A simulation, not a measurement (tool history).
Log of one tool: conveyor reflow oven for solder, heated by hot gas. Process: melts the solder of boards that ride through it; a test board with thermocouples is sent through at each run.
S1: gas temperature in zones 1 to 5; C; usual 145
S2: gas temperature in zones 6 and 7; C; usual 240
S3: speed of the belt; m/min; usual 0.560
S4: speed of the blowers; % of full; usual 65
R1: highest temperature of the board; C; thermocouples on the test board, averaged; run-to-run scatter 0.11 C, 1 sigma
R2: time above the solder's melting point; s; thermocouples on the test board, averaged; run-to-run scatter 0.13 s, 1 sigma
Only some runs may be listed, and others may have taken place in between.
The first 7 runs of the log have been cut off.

run 8 hour=64.8 | S1=145 S2=240 S3=0.560 S4=59 | R1=217.8 R2=66.5
-- hour=76.7 flux residue cleaned out of gas plates and filters
run 9 hour=76.7 | S1=145 S2=240 S3=0.560 S4=59 | R1=217.2 R2=65.9
run 10 hour=86.9 | S1=145 S2=240 S3=0.560 S4=59 | R1=217.1 R2=65.8
run 11 hour=99.8 | S1=145 S2=240 S3=0.560 S4=59 | R1=216.9 R2=65.7
run 12 hour=107.4 | S1=145 S2=228 S3=0.560 S4=65 | R1=209.5 R2=58.5
run 13 hour=115.9 | S1=137 S2=240 S3=0.560 S4=65 | R1=217.4 R2=63.0
run 14 hour=127.6 | S1=145 S2=240 S3=0.560 S4=65 | R1=219.2 R2=68.0
-- hour=135.2 flux residue cleaned out of gas plates and filters, once more
run 15 hour=141.6 | S1=145 S2=240 S3=0.560 S4=65 | R1=220.9 R2=69.6
run 16 hour=149.0 | S1=145 S2=240 S3=0.560 S4=65 | R1=220.8 R2=69.4
run 17 hour=155.5 | S1=145 S2=240 S3=0.560 S4=65 | R1=221.0 R2=69.7
run 18 hour=167.4 | S1=145 S2=240 S3=0.560 S4=65 | R1=221.1 R2=69.7
run 19 hour=175.0 | S1=145 S2=240 S3=0.560 S4=65 | R1=220.7 R2=69.6
run 20 hour=183.7 | S1=145 S2=232 S3=0.581 S4=55 | R1=208.9 R2=54.6
run 21 hour=191.5 | S1=145 S2=232 S3=0.581 S4=55 | R1=208.9 R2=54.6
run 22 hour=197.9 | S1=139 S2=240 S3=0.657 S4=55 | R1=208.4 R2=44.4
run 23 hour=208.7 | S1=132 S2=232 S3=0.559 S4=65 | R1=211.6 R2=55.5
run 24 hour=217.8 | S1=158 S2=243 S3=0.619 S4=71 | R1=224.5 R2=71.1
run 25 hour=230.6 | S1=145 S2=245 S3=0.560 S4=56 | R1=221.3 R2=69.5
run 26 hour=240.8 | S1=145 S2=245 S3=0.560 S4=56 | R1=221.1 R2=69.7
run 27 hour=252.5 | S1=130 S2=245 S3=0.480 S4=56 | R1=224.2 R2=77.8
run 28 hour=260.2 | S1=144 S2=245 S3=0.485 S4=51 | R1=224.5 R2=83.0
run 29 hour=271.4 | S1=134 S2=245 S3=0.531 S4=64 | R1=224.3 R2=71.9
run 30 hour=279.9 | S1=131 S2=245 S3=0.613 S4=64 | R1=217.6 R2=55.6

Branching from run 30: 5 alternative next runs. What would each branch give?
run A hour=288.9 | S1=131 S2=232 S3=0.613 S4=50 | R1=? R2=?
run B hour=288.9 | S1=131 S2=240 S3=0.560 S4=65 | R1=? R2=?
run C hour=288.9 | S1=131 S2=245 S3=0.472 S4=64 | R1=? R2=?
run D hour=288.9 | S1=146 S2=230 S3=0.487 S4=64 | R1=? R2=?
run E hour=288.9 | S1=145 S2=240 S3=0.648 S4=65 | R1=? R2=?

run=A R1=200.1 R2=34.7
run=B R1=217.5 R2=61.2
run=C R1=228.2 R2=83.5
run=D R1=216.4 R2=77.5
run=E R1=214.9 R2=55.0
With no hidden state in the tool, these same runs would have given:
run=A R1=199.7 R2=34.0
run=B R1=217.2 R2=60.6
run=C R1=227.7 R2=82.8
run=D R1=216.0 R2=76.7
run=E R1=214.6 R2=54.4
